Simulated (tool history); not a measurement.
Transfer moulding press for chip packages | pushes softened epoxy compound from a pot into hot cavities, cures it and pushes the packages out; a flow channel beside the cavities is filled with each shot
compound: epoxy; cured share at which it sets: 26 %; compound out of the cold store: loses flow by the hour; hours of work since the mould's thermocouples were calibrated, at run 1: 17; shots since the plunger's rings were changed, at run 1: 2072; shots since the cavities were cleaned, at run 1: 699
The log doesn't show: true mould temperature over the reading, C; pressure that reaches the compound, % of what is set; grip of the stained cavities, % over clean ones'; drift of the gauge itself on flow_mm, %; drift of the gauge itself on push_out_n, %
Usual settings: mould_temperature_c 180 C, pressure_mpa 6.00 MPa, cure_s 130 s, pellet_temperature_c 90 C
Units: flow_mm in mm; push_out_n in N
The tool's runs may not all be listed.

run,day,mould_temperature_c,pressure_mpa,cure_s,pellet_temperature_c,hours of work since the mould's thermocouples were calibrated,shots since the plunger's rings were changed,shots since the cavities were cleaned,incoming compound's hours out of the cold store,flow_mm,push_out_n
1,0.000,180,6.00,130,90,17,2072,699,27.8,623,711
2,0.271,180,6.00,130,82,21,2131,758,18.1,642,728
3,0.650,180,6.00,130,90,27,2213,840,16.9,639,716
4,0.917,180,6.00,130,90,31,2272,899,16.9,639,726
5,1.288,180,6.00,130,90,37,2352,979,42.6,593,717
# day 1.496: cavities cleaned with cleaning compound and waxed
6,1.638,180,6.00,130,90,42,2414,30,10.6,649,541
7,2.000,180,6.00,130,99,48,2494,110,26.3,618,566
8,2.400,180,6.00,130,90,54,2581,197,17.7,632,585
# day 2.567: plunger's sealing rings changed
9,2.700,180,6.00,130,90,57,29,239,18.3,666,617
10,2.938,180,6.00,130,90,61,80,290,21.5,662,613
11,3.250,180,6.00,130,90,66,149,359,31.8,640,628
12,3.471,180,6.00,130,90,69,197,407,40.3,622,621
13,3.733,180,6.00,130,95,73,253,463,11.6,676,667
14,4.042,180,6.00,130,95,78,321,531,8.2,681,665
15,4.354,180,5.85,170,99,83,388,598,34.7,622,509
16,4.729,180,5.85,170,99,89,470,680,40.5,610,526
17,5.062,180,5.85,170,99,95,542,752,21.3,645,524
18,5.304,180,5.06,170,99,98,595,805,37.6,571,536
19,5.696,180,5.06,170,99,105,680,890,19.2,600,552
20,6.096,172,5.85,166,92,111,768,978,9.7,691,762

Measured less the same run without the tool's hidden state. The same run-to-run variation is in both; the gauge's scatter may not be:
run,flow_mm,push_out_n
1,-29,+182
2,-31,+191
3,-32,+194
4,-33,+202
5,-31,+203
6,-36,+16
7,-35,+44
8,-37,+69
9,-2,+83
10,-3,+93
11,-4,+109
12,-4,+118
13,-5,+135
14,-6,+144
15,-6,+118
16,-8,+131
17,-9,+136
18,-9,+143
19,-10,+152
20,-13,+214
